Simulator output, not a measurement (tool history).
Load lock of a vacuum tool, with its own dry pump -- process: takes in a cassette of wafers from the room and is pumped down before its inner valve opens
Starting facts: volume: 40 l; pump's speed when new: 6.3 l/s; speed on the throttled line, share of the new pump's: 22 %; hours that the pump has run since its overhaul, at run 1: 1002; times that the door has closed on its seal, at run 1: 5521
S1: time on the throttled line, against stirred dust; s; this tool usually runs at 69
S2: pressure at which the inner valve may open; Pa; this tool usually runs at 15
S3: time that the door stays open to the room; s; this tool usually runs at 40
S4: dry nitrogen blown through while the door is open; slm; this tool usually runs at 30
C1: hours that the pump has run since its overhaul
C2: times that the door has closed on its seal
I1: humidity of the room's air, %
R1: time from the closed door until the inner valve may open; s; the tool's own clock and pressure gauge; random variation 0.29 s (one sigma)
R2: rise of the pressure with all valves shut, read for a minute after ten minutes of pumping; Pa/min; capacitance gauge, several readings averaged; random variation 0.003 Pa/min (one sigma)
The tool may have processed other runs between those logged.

run	day	S1	S2	S3	S4	C1	C2	I1	R1	R2
1	0	69	15	40	30	1002	5521	48	109.6	0.032
2	5.542	69	15	27	30	1136	5676	42.1	109.2	0.024
3	8.925	69	15	27	30	1217	5770	46	109.5	0.024
4	11.596	62	15	40	30	1281	5844	44.7	104.3	0.034
5	14.65	62	15	40	30	1354	5930	42.1	104.7	0.029
6	20.792	62	15	40	30	1501	6101	45.3	104.2	0.035
7	23.967	62	15	40	30	1578	6189	43.9	104.7	0.027
8	26.667	62	15	40	30	1643	6265	43.5	104.1	0.031
9	31.304	69	15	138	30	1754	6394	45	110	0.047
10	36.062	69	15	138	30	1868	6526	42.2	109.7	0.048
11	39.779	69	15	138	19	1957	6630	44.5	110.4	0.052
12	43.35	69	15	138	19	2043	6729	46.5	109.9	0.053
13	46.358	69	15	138	19	2115	6813	48.3	110.6	0.06
14	50.958	69	12	40	30	2226	6942	45.8	111.5	0.032
15	54.142	69	15	40	30	2302	7030	45	110.4	0.033
16	58.867	69	15	40	30	2415	7162	45.7	110.7	0.031
17	63.667	69	15	40	30	2531	7296	46	110	0.038
18	69.9	69	15	40	42	2680	7470	46	110.1	0.031
19	75.65	69	15	40	42	2818	7630	41.1	110.4	0.034
20	81.317	69	15	40	41	2954	7788	43.2	110.4	0.033
21	87.212	69	15	40	41	3096	7952	45.8	110.4	0.035
22	91.829	45	22	40	30	3206	8081	45.7	89.8	0.036
23	97.929	45	11	40	18	3353	8251	43.1	94.3	0.04
24	100.758	45	15	179	18	3421	8330	43.4	92	0.064
25	106.712	40	15	48	6	3564	8496	41.8	88.1	0.056
26	110.771	69	10	158	7	3661	8609	44.5	113.3	0.083
27	113.788	69	10	29	7	3733	8693	47.1	113.3	0.047
28	116.938	69	15	27	7	3809	8781	42.6	110.3	0.047
29	123.183	38	21	132	30	3959	8955	43.5	85.1	0.052
30	128.088	81	27	44	23	4077	9092	45.6	116.4	0.043
31	132.492	81	27	44	23	4182	9214	47	115.7	0.041

What will run 32 give?
32	135.525	69	20	40	18	4255	9299	45.2	?	?

R1: 108.9 s
R2: 0.047 Pa/min
With no hidden state in the tool, this same run would have given R1 108.3 s, R2 0.025 Pa/min.

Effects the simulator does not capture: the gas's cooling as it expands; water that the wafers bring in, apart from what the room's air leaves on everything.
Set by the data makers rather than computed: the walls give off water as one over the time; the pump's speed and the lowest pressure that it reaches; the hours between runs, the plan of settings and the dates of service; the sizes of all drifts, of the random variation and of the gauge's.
